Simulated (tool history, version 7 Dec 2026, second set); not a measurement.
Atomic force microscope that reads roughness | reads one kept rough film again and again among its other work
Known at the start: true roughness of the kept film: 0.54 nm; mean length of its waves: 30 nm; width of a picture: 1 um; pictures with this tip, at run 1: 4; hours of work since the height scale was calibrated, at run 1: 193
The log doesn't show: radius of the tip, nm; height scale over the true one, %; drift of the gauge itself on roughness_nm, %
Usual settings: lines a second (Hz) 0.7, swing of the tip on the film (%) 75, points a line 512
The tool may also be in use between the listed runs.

run	day	lines a second (Hz)	swing of the tip on the film (%)	points a line	pictures with this tip	hours of work since the height scale was calibrated	roughness of the kept film (nm (root mean square))
1	0	0.7	75	512	4	193	0.506
2	0.417	0.7	75	512	15	198	0.507
3	0.783	0.7	75	512	25	202	0.504
4	1.125	0.7	57	512	34	206	0.523
5	1.492	0.7	57	512	44	211	0.518
6	1.833	0.7	57	512	53	215	0.52
7	2.071	0.7	57	512	60	218	0.519
# day 2.129: height scale calibrated on a step standard
8	2.358	0.7	57	512	66	3	0.518
9	2.683	0.7	75	397	75	7	0.502
# day 2.812: height scale calibrated on a step standard, once more
10	2.979	0.7	75	397	82	2	0.499
11	3.358	0.7	75	397	92	7	0.498
12	3.617	0.7	75	512	99	10	0.497
13	4.008	0.7	75	512	110	15	0.5
14	4.329	0.7	62	512	118	18	0.513
15	4.717	0.748	78	680	129	23	0.496
16	4.925	1.508	85	403	134	26	0.443
17	5.229	0.7	75	753	142	29	0.5
18	5.488	3.002	88	340	149	32	0.369
19	5.654	3.002	88	340	154	35	0.37
20	6.05	3.002	88	340	164	39	0.367
21	6.342	3.002	88	340	172	43	0.37
22	6.612	3.002	88	340	179	46	0.368
23	7	3.002	62	350	190	51	0.471
# day 7.279: new tip fitted
24	7.358	3.002	62	350	2	55	0.48
25	7.592	1.931	87	571	8	58	0.423

Some steps in roughness of the kept film (nm (root mean square)) between neighbouring runs. How much of each would the tool show without its hidden state too (settings, what came in, random variation), and how much is left for the hidden state, with any gauge scatter that isn't in both results?
Run 4 -> 5: no setting changed, nothing entered. roughness of the kept film (nm (root mean square)) -0.005: hidden state -0.002, all else -0.003.
Run 17 -> 18: lines a second (Hz) 0.7 -> 3.002, swing of the tip on the film (%) 75 -> 88, points a line 753 -> 340. roughness of the kept film (nm (root mean square)) -0.131: hidden state +0.001, all else -0.132.
Run 22 -> 23: swing of the tip on the film (%) 88 -> 62, points a line 340 -> 350. roughness of the kept film (nm (root mean square)) +0.103: hidden state -0.002, all else +0.105.
Run 23 -> 24: new tip fitted. roughness of the kept film (nm (root mean square)) +0.009: hidden state +0.009, all else +0.
